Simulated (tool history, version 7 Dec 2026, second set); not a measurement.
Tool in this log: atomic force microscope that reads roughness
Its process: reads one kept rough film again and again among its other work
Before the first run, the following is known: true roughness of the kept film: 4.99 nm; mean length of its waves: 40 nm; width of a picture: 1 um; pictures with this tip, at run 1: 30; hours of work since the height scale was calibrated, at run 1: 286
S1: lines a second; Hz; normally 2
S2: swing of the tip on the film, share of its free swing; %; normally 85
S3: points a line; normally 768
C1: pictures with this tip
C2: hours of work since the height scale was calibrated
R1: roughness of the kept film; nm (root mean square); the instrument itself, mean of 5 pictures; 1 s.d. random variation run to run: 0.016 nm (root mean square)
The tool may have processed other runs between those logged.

run	hour	S1	S2	S3	C1	C2	R1
1	0	2	85	768	30	286	3.935
2	9	2	85	768	41	292	3.879
3	15.7	2	85	768	50	296	3.896
4	21.3	2	85	768	57	300	3.883
5	30.5	2	85	768	69	306	3.837
6	43	1.86	85	768	85	314	3.905
7	55.5	1.86	85	768	101	322	3.867
# hour 57.5: height scale calibrated on a step standard
8	69.4	1.86	85	302	118	8	3.815
9	76.2	1.86	67	371	127	12	4.182
10	85.1	1.86	67	371	138	18	4.14
# hour 91: height scale calibrated on a step standard, once more
11	94.5	1.42	73	1001	149	2	4.166
12	102.7	1.36	55	410	160	8	4.348
13	109.3	1.16	73	670	169	12	4.2
14	115.1	1.72	88	651	176	16	3.732

Measured less the same run without the tool's hidden state. The same run-to-run variation is in both; the gauge's scatter may not be:
Hidden state at play: radius of the tip, nm; height scale over the true one, %; drift of the gauge itself on roughness_nm, %.
run	R1
1	-0.066
2	-0.078
3	-0.092
4	-0.101
5	-0.115
6	-0.139
7	-0.159
8	-0.179
9	-0.209
10	-0.224
11	-0.212
12	-0.237
13	-0.241
14	-0.225
